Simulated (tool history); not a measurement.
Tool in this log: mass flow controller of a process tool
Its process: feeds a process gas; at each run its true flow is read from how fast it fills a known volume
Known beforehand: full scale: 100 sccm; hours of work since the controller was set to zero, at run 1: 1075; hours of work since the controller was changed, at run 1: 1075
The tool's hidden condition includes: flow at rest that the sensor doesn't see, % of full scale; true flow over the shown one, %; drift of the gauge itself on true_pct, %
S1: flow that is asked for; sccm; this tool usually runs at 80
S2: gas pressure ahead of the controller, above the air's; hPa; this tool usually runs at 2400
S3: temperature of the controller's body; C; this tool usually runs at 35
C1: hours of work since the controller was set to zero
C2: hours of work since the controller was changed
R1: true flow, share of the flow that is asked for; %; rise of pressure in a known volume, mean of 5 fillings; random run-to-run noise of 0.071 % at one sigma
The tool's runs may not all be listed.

run    hour  S1    S2  S3    C1    C2      R1
  1     0.0  80  2400  35  1075  1075  100.69
  2    62.4  80  2400  35  1121  1121  100.61
  3   189.3  80  2400  35  1215  1215  100.82
  4   309.0  80  2400  35  1305  1305  100.93
  5   423.9  80  2400  35  1390  1390  100.96
  6   515.9  80  2400  35  1459  1459  101.16
  7   634.1  80  2400  35  1547  1547  101.24
  8   720.6  80  2400  35  1611  1611  101.44
  9   777.8  80  2400  35  1654  1654  101.50
 10   840.3  80  2400  35  1700  1700  101.58
 11   913.0  80  2400  27  1754  1754  100.88
 12   992.4  80  2400  35  1813  1813  101.65
 13  1115.3  17  2400  35  1905  1905  100.63
 14  1242.2  80  2400  35  1999  1999  101.94
 15  1363.4  80  2400  35  2089  2089  102.12
 16  1466.1  80  2400  35  2166  2166  102.15
 17  1539.8  80  2400  35  2221  2221  102.30
 18  1657.0  80  2400  35  2308  2308  102.50
     1730.7  -- gauge calibrated
 19  1759.3  80  2400  35  2384  2384  100.56
 20  1834.5  80  2400  35  2440  2440  100.81
 21  1967.0  32  2340  27  2539  2539   99.13
 22  2064.0  32  2340  27  2611  2611   99.29
 23  2137.1  86  1420  25  2665  2665  100.32

What will run 24 give?
 24  2230.4  43  2400  35  2735  2735   ?

R1: 100.64 %
Had the tool carried no hidden state, the very same run would have given R1 100.06 %.
